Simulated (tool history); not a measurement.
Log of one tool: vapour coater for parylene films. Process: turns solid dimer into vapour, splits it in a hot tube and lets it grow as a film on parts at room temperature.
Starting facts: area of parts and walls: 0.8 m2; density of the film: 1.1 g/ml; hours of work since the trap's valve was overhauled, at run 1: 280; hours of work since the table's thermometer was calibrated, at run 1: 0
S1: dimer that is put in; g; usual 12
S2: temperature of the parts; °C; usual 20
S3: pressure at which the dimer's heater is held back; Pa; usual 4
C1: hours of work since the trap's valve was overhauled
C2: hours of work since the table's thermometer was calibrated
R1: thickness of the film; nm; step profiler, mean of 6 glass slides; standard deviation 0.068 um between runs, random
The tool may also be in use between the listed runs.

run,hour,S1,S2,S3,C1,C2,R1
1,0,12,20,4,280,0,8030
2,51.3,12,20,7.22,321,41,7400
3,125.4,12,20,7.22,381,101,7280
4,213.5,12,20,7.22,451,171,7150
5,297.5,7,20,4,519,239,4480
6,359.1,7,25,4,568,288,3520
# hour 367.7: trap's valve overhauled
7,407.3,12,20,3.21,32,324,7570
8,459,15,18,2.68,73,365,10580
9,496,10,13,3.2,103,395,8800
# hour 529.8: trap's valve overhauled, once more
10,572.1,7,26,2.87,34,453,3680
11,649.8,7,26,2.87,96,515,3690
12,722,12,26,2.1,154,573,6540
13,802.4,7,15,3.89,219,638,6070

Same runs, no hidden state in the tool, same run-to-run variation:
What the log doesn't record here: vapour lost through the trap's worn valve, %; true temperature of the parts over the reading, C; drift of the gauge itself on film_um, %.
run,R1
1,8240
2,7640
3,7560
4,7490
5,4730
6,3730
7,8400
8,11800
9,9860
10,3660
11,3690
12,6570
13,6140
